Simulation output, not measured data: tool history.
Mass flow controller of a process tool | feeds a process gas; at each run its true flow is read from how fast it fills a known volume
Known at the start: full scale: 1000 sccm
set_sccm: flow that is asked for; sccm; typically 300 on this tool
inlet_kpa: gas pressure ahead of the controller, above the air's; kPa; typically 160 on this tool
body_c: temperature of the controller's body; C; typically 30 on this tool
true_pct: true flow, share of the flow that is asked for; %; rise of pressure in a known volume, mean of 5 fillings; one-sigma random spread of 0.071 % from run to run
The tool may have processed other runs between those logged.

run 1 hour=0 | set_sccm=300 inlet_kpa=160 body_c=30 | true_pct=107.37
-- hour=41.5 controller's zero set anew
run 2 hour=267.5 | set_sccm=300 inlet_kpa=160 body_c=30 | true_pct=111.05
run 3 hour=421.3 | set_sccm=300 inlet_kpa=160 body_c=30 | true_pct=111.23
run 4 hour=549.9 | set_sccm=300 inlet_kpa=160 body_c=30 | true_pct=111.33
run 5 hour=816.1 | set_sccm=300 inlet_kpa=160 body_c=30 | true_pct=111.57
run 6 hour=1060.2 | set_sccm=269 inlet_kpa=160 body_c=30 | true_pct=112.88
run 7 hour=1260.4 | set_sccm=300 inlet_kpa=160 body_c=30 | true_pct=112.08
run 8 hour=1418.1 | set_sccm=300 inlet_kpa=160 body_c=30 | true_pct=112.25
-- hour=1459.3 controller's zero set anew, once more
run 9 hour=1643 | set_sccm=300 inlet_kpa=200 body_c=30 | true_pct=103.32
run 10 hour=1813.4 | set_sccm=300 inlet_kpa=200 body_c=24 | true_pct=103.88
run 11 hour=2026.2 | set_sccm=300 inlet_kpa=200 body_c=24 | true_pct=103.89
run 12 hour=2240.9 | set_sccm=530 inlet_kpa=160 body_c=30 | true_pct=103.64
run 13 hour=2508.7 | set_sccm=530 inlet_kpa=160 body_c=30 | true_pct=103.9
run 14 hour=2652.9 | set_sccm=300 inlet_kpa=160 body_c=30 | true_pct=104.24
run 15 hour=2806.4 | set_sccm=300 inlet_kpa=160 body_c=30 | true_pct=104.49
run 16 hour=2937.3 | set_sccm=300 inlet_kpa=160 body_c=30 | true_pct=104.59
run 17 hour=3112.2 | set_sccm=300 inlet_kpa=160 body_c=30 | true_pct=104.77
run 18 hour=3280.9 | set_sccm=300 inlet_kpa=160 body_c=30 | true_pct=105.02
run 19 hour=3480.5 | set_sccm=135 inlet_kpa=160 body_c=30 | true_pct=106.86
run 20 hour=3648.8 | set_sccm=135 inlet_kpa=192 body_c=30 | true_pct=107.32
-- hour=3701.7 controller exchanged for a calibrated one
run 21 hour=3815.1 | set_sccm=135 inlet_kpa=192 body_c=30 | true_pct=99.87
run 22 hour=4095.2 | set_sccm=266 inlet_kpa=160 body_c=30 | true_pct=100.11
run 23 hour=4363.8 | set_sccm=570 inlet_kpa=160 body_c=30 | true_pct=100.11
run 24 hour=4497.4 | set_sccm=300 inlet_kpa=160 body_c=30 | true_pct=100.39
run 25 hour=4713.6 | set_sccm=109 inlet_kpa=197 body_c=38 | true_pct=101.72
run 26 hour=4961.2 | set_sccm=109 inlet_kpa=197 body_c=38 | true_pct=102.09
run 27 hour=5114.1 | set_sccm=109 inlet_kpa=154 body_c=33 | true_pct=102.7
run 28 hour=5254.4 | set_sccm=300 inlet_kpa=254 body_c=35 | true_pct=101.39
run 29 hour=5392.3 | set_sccm=191 inlet_kpa=277 body_c=23 | true_pct=102.58
run 30 hour=5536.6 | set_sccm=407 inlet_kpa=201 body_c=34 | true_pct=101.31
run 31 hour=5708.8 | set_sccm=379 inlet_kpa=165 body_c=30 | true_pct=101.4
run 32 hour=5857.5 | set_sccm=379 inlet_kpa=165 body_c=30 | true_pct=101.58
run 33 hour=6035.1 | set_sccm=379 inlet_kpa=165 body_c=30 | true_pct=101.75
run 34 hour=6280.6 | set_sccm=379 inlet_kpa=165 body_c=30 | true_pct=102
run 35 hour=6440 | set_sccm=379 inlet_kpa=165 body_c=30 | true_pct=102.18
run 36 hour=6616.4 | set_sccm=379 inlet_kpa=165 body_c=30 | true_pct=102.38
run 37 hour=6824.1 | set_sccm=379 inlet_kpa=165 body_c=30 | true_pct=102.51
run 38 hour=7024 | set_sccm=300 inlet_kpa=180 body_c=30 | true_pct=103.19
run 39 hour=7137.1 | set_sccm=300 inlet_kpa=180 body_c=30 | true_pct=103.23
run 40 hour=7410.7 | set_sccm=300 inlet_kpa=180 body_c=30 | true_pct=103.48
run 41 hour=7542.6 | set_sccm=956 inlet_kpa=180 body_c=30 | true_pct=102.21
run 42 hour=7717.1 | set_sccm=956 inlet_kpa=180 body_c=30 | true_pct=102.29
run 43 hour=7989.4 | set_sccm=105 inlet_kpa=218 body_c=22 | true_pct=109.89
run 44 hour=8136.4 | set_sccm=105 inlet_kpa=218 body_c=22 | true_pct=110.35
run 45 hour=8363.8 | set_sccm=300 inlet_kpa=216 body_c=30 | true_pct=104.7
run 46 hour=8492.9 | set_sccm=300 inlet_kpa=216 body_c=30 | true_pct=104.76
run 47 hour=8609.6 | set_sccm=300 inlet_kpa=218 body_c=36 | true_pct=104.75
run 48 hour=8779.4 | set_sccm=473 inlet_kpa=256 body_c=38 | true_pct=103.77

What if the next run were any one of these 4? Each begins from the tool's condition after run 48:
run A hour=9030.7 | set_sccm=945 inlet_kpa=175 body_c=38 | true_pct=?
run B hour=9030.7 | set_sccm=257 inlet_kpa=256 body_c=24 | true_pct=?
run C hour=9030.7 | set_sccm=300 inlet_kpa=160 body_c=36 | true_pct=?
run D hour=9030.7 | set_sccm=609 inlet_kpa=256 body_c=36 | true_pct=?

run=A true_pct=102.71
run=B true_pct=106.24
run=C true_pct=104.96
run=D true_pct=103.58
Without the tool's unlogged condition, the same runs would have read:
run=A true_pct=99.4
run=B true_pct=99.84
run=C true_pct=99.16
run=D true_pct=99.63
